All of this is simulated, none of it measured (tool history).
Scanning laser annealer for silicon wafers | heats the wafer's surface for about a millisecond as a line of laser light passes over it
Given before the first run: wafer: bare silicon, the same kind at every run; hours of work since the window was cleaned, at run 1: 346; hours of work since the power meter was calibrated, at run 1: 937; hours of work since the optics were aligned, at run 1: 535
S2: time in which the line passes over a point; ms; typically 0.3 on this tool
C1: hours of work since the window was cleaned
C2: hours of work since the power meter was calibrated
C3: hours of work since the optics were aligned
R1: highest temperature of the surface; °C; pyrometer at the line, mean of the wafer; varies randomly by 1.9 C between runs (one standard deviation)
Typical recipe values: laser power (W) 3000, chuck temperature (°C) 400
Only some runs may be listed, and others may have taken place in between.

run 1 hour=0 | laser_power_(W)=3000 S2=0.3 chuck_temperature_(°C)=400 | C1=346 C2=937 C3=535 | R1=1137
run 2 hour=29.4 | laser_power_(W)=2621 S2=0.3 chuck_temperature_(°C)=400 | C1=369 C2=959 C3=557 | R1=1052
run 3 hour=66.7 | laser_power_(W)=3000 S2=0.3 chuck_temperature_(°C)=400 | C1=397 C2=988 C3=586 | R1=1133
run 4 hour=98.5 | laser_power_(W)=3000 S2=0.3 chuck_temperature_(°C)=400 | C1=422 C2=1012 C3=610 | R1=1133
run 5 hour=123.7 | laser_power_(W)=3000 S2=0.3 chuck_temperature_(°C)=400 | C1=441 C2=1032 C3=629 | R1=1136
-- hour=132.6 optics aligned, line set to its width
run 6 hour=161 | laser_power_(W)=3000 S2=0.3 chuck_temperature_(°C)=400 | C1=466 C2=1056 C3=22 | R1=1129
run 7 hour=180.5 | laser_power_(W)=3000 S2=0.331 chuck_temperature_(°C)=400 | C1=481 C2=1071 C3=37 | R1=1170
run 8 hour=219.5 | laser_power_(W)=3000 S2=0.331 chuck_temperature_(°C)=400 | C1=510 C2=1101 C3=67 | R1=1173
-- hour=253.6 optics aligned, line set to its width, once more
run 9 hour=255.8 | laser_power_(W)=3000 S2=0.331 chuck_temperature_(°C)=400 | C1=534 C2=1125 C3=2 | R1=1171
run 10 hour=279.9 | laser_power_(W)=3000 S2=0.331 chuck_temperature_(°C)=400 | C1=553 C2=1144 C3=20 | R1=1174
run 11 hour=298.3 | laser_power_(W)=2873 S2=0.291 chuck_temperature_(°C)=390 | C1=567 C2=1158 C3=34 | R1=1079
-- hour=331.7 window over the wafer cleaned
run 12 hour=342.7 | laser_power_(W)=2649 S2=0.335 chuck_temperature_(°C)=390 | C1=8 C2=1190 C3=67 | R1=1102
run 13 hour=361.2 | laser_power_(W)=3000 S2=0.379 chuck_temperature_(°C)=399 | C1=23 C2=1204 C3=81 | R1=1255
run 14 hour=402.2 | laser_power_(W)=3000 S2=0.379 chuck_temperature_(°C)=399 | C1=54 C2=1236 C3=112 | R1=1256
run 15 hour=437 | laser_power_(W)=3000 S2=0.379 chuck_temperature_(°C)=399 | C1=81 C2=1262 C3=139 | R1=1255
run 16 hour=462.7 | laser_power_(W)=3000 S2=0.379 chuck_temperature_(°C)=399 | C1=100 C2=1282 C3=159 | R1=1253

5 ways to go on from here, each from the tool as it stands after run 16. What would each give?
run A hour=488 | laser_power_(W)=3254 S2=0.248 chuck_temperature_(°C)=400 | C1=120 C2=1301 C3=178 | R1=?
run B hour=488 | laser_power_(W)=2667 S2=0.333 chuck_temperature_(°C)=399 | C1=120 C2=1301 C3=178 | R1=?
run C hour=488 | laser_power_(W)=3261 S2=0.316 chuck_temperature_(°C)=372 | C1=120 C2=1301 C3=178 | R1=?
run D hour=488 | laser_power_(W)=3270 S2=0.295 chuck_temperature_(°C)=396 | C1=120 C2=1301 C3=178 | R1=?
run E hour=488 | laser_power_(W)=2995 S2=0.379 chuck_temperature_(°C)=423 | C1=120 C2=1301 C3=178 | R1=?

run=A R1=1123
run=B R1=1110
run=C R1=1198
run=D R1=1196
run=E R1=1273
With the hidden condition removed and each run's random variation left untouched, the same runs would have given:
run=A R1=1133
run=B R1=1120
run=C R1=1210
run=D R1=1207
run=E R1=1285
